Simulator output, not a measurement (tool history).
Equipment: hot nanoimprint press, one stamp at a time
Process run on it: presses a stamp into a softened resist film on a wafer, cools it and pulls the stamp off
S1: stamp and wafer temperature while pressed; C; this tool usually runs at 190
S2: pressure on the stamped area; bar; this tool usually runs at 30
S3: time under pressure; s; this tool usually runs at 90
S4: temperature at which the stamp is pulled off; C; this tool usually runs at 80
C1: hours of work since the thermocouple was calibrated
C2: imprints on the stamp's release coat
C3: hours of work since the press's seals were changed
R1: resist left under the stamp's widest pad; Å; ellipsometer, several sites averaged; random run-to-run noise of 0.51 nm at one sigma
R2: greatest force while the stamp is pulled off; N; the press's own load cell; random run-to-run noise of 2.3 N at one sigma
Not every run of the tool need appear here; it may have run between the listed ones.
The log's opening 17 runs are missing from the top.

{"run": 18, "hour": 685.2, "S1": 198, "S2": 30, "S3": 90, "S4": 80, "C1": 315, "C2": 1156, "C3": 618, "R1": 2806, "R2": 111}
{"run": 19, "hour": 726.8, "S1": 182, "S2": 32.1, "S3": 124, "S4": 70, "C1": 334, "C2": 1227, "C3": 637, "R1": 4491, "R2": 138}
{"hour": 734.7, "done": "plate thermocouple calibrated"}
{"run": 20, "hour": 767.9, "S1": 182, "S2": 32.1, "S3": 124, "S4": 70, "C1": 15, "C2": 1291, "C3": 654, "R1": 4490, "R2": 138}
{"run": 21, "hour": 819.5, "S1": 178, "S2": 31.7, "S3": 134, "S4": 78, "C1": 39, "C2": 1378, "C3": 678, "R1": 5089, "R2": 112}
{"hour": 870.1, "done": "press's hydraulic seals changed and the load cell set to zero"}
{"run": 22, "hour": 880.1, "S1": 178, "S2": 31.7, "S3": 134, "S4": 78, "C1": 63, "C2": 1467, "C3": 5, "R1": 5069, "R2": 114}
{"run": 23, "hour": 925.9, "S1": 178, "S2": 31.7, "S3": 159, "S4": 87, "C1": 84, "C2": 1544, "C3": 26, "R1": 4897, "R2": 87}
{"run": 24, "hour": 955.9, "S1": 190, "S2": 32.9, "S3": 93, "S4": 75, "C1": 98, "C2": 1595, "C3": 39, "R1": 3584, "R2": 127}
{"run": 25, "hour": 997.1, "S1": 190, "S2": 32.9, "S3": 93, "S4": 75, "C1": 117, "C2": 1664, "C3": 58, "R1": 3594, "R2": 118}
{"run": 26, "hour": 1035.9, "S1": 190, "S2": 32.9, "S3": 93, "S4": 73, "C1": 135, "C2": 1729, "C3": 76, "R1": 3604, "R2": 129}
{"run": 27, "hour": 1064.4, "S1": 190, "S2": 32.9, "S3": 93, "S4": 73, "C1": 148, "C2": 1778, "C3": 89, "R1": 3594, "R2": 120}
{"hour": 1097.2, "done": "stamp cleaned and given a new release coat"}
{"run": 28, "hour": 1106.9, "S1": 198, "S2": 27.7, "S3": 139, "S4": 81, "C1": 164, "C2": 16, "C3": 106, "R1": 2554, "R2": 100}
{"run": 29, "hour": 1136.2, "S1": 200, "S2": 30, "S3": 128, "S4": 80, "C1": 178, "C2": 66, "C3": 119, "R1": 2318, "R2": 108}
{"run": 30, "hour": 1171.8, "S1": 200, "S2": 30, "S3": 128, "S4": 80, "C1": 194, "C2": 126, "C3": 136, "R1": 2319, "R2": 103}

3 ways to go on from here, each from the tool as it stands after run 30. What would each give?
{"run": "A", "hour": 1194.5, "S1": 200, "S2": 24.8, "S3": 128, "S4": 80, "C1": 205, "C2": 164, "C3": 146, "R1": "?", "R2": "?"}
{"run": "B", "hour": 1194.5, "S1": 200, "S2": 30, "S3": 128, "S4": 70, "C1": 205, "C2": 164, "C3": 146, "R1": "?", "R2": "?"}
{"run": "C", "hour": 1194.5, "S1": 200, "S2": 30, "S3": 128, "S4": 73, "C1": 205, "C2": 164, "C3": 146, "R1": "?", "R2": "?"}

run=A R1=2602 R2=105
run=B R1=2317 R2=137
run=C R1=2323 R2=127
With no hidden state in the tool, these same runs would have given:
run=A R1=2566 R2=105
run=B R1=2284 R2=136
run=C R1=2290 R2=127
